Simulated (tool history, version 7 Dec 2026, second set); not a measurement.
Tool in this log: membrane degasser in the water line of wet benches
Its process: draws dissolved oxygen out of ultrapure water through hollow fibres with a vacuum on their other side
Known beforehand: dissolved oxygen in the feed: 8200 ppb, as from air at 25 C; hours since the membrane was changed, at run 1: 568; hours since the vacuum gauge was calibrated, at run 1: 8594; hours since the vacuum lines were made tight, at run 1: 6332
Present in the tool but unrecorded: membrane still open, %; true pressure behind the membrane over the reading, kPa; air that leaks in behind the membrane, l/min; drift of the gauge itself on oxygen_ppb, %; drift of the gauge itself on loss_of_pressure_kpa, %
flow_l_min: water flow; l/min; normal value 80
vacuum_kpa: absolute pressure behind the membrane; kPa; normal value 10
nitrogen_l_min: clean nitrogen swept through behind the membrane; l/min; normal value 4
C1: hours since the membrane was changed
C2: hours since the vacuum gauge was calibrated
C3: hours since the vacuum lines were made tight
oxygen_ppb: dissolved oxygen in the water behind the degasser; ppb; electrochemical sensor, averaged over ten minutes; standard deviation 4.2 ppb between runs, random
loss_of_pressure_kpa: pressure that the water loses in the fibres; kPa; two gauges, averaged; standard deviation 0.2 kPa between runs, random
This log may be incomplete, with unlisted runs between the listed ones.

Run 1, hour 0: usual settings; C1 568; C2 8594; C3 6332. Result: oxygen_ppb 585.1 ppb, loss_of_pressure_kpa 57.27 kPa.
Run 2, hour 43.4: usual settings but flow_l_min 108 l/min; C1 611; C2 8637; C3 6375. Result: oxygen_ppb 792.7 ppb, loss_of_pressure_kpa 76.04 kPa.
Run 3, hour 74.8: usual settings but flow_l_min 108 l/min; C1 642; C2 8668; C3 6407. Result: oxygen_ppb 794.2 ppb, loss_of_pressure_kpa 76.93 kPa.
Run 4, hour 103.9: usual settings but flow_l_min 108 l/min; C1 671; C2 8697; C3 6436. Result: oxygen_ppb 799.1 ppb, loss_of_pressure_kpa 77.07 kPa.
Run 5, hour 127.3: usual settings but flow_l_min 108 l/min; C1 695; C2 8721; C3 6459. Result: oxygen_ppb 798.1 ppb, loss_of_pressure_kpa 76.63 kPa.
At hour 167.7: vacuum gauge calibrated.
Run 6, hour 180.7: usual settings but flow_l_min 108 l/min; C1 748; C2 13; C3 6512. Result: oxygen_ppb 786.2 ppb, loss_of_pressure_kpa 76.79 kPa.
Run 7, hour 202.7: usual settings but vacuum_kpa 23 kPa, nitrogen_l_min 3.79 l/min; C1 770; C2 35; C3 6534. Result: oxygen_ppb 1103.1 ppb, loss_of_pressure_kpa 56.75 kPa.
Run 8, hour 225.6: usual settings but flow_l_min 95 l/min, nitrogen_l_min 2.2 l/min; C1 793; C2 58; C3 6557. Result: oxygen_ppb 876.5 ppb, loss_of_pressure_kpa 67.21 kPa.
Run 9, hour 261.1: usual settings but flow_l_min 95 l/min, nitrogen_l_min 2.2 l/min; C1 828; C2 93; C3 6592. Result: oxygen_ppb 889.6 ppb, loss_of_pressure_kpa 67.46 kPa.
Run 10, hour 310.2: usual settings but flow_l_min 95 l/min, vacuum_kpa 9.8 kPa, nitrogen_l_min 2.2 l/min; C1 877; C2 143; C3 6641. Result: oxygen_ppb 866 ppb, loss_of_pressure_kpa 67.43 kPa.
Run 11, hour 343.7: usual settings but nitrogen_l_min 2.41 l/min; C1 911; C2 176; C3 6675. Result: oxygen_ppb 719.9 ppb, loss_of_pressure_kpa 56.63 kPa.
Run 12, hour 378.2: usual settings but nitrogen_l_min 2.41 l/min; C1 945; C2 211; C3 6709. Result: oxygen_ppb 726.4 ppb, loss_of_pressure_kpa 56.84 kPa.

Predict each of these 4 candidate next runs independently; none follows another, all start after run 12:
Run A, hour 418.1: usual settings but flow_l_min 55 l/min, vacuum_kpa 12.4 kPa; C1 985; C2 250; C3 6749. Result: oxygen_ppb ?, loss_of_pressure_kpa ?.
Run B, hour 418.1: usual settings but flow_l_min 66 l/min, vacuum_kpa 14.1 kPa, nitrogen_l_min 7.63 l/min; C1 985; C2 250; C3 6749. Result: oxygen_ppb ?, loss_of_pressure_kpa ?.
Run C, hour 418.1: usual settings but flow_l_min 64 l/min, vacuum_kpa 20 kPa, nitrogen_l_min 2.39 l/min; C1 985; C2 250; C3 6749. Result: oxygen_ppb ?, loss_of_pressure_kpa ?.
Run D, hour 418.1: usual settings but flow_l_min 97 l/min, vacuum_kpa 8.2 kPa; C1 985; C2 250; C3 6749. Result: oxygen_ppb ?, loss_of_pressure_kpa ?.

run  oxygen_ppb  loss_of_pressure_kpa
  A       456.9                  38.9
  B       440.4                 46.52
  C      1081.6                 45.07
  D       628.3                 69.02
Had the tool no hidden state, the same runs would have come out as:
run  oxygen_ppb  loss_of_pressure_kpa
  A       456.7                  38.9
  B       440.2                 46.51
  C      1081.2                 45.07
  D       628.1                 69.01
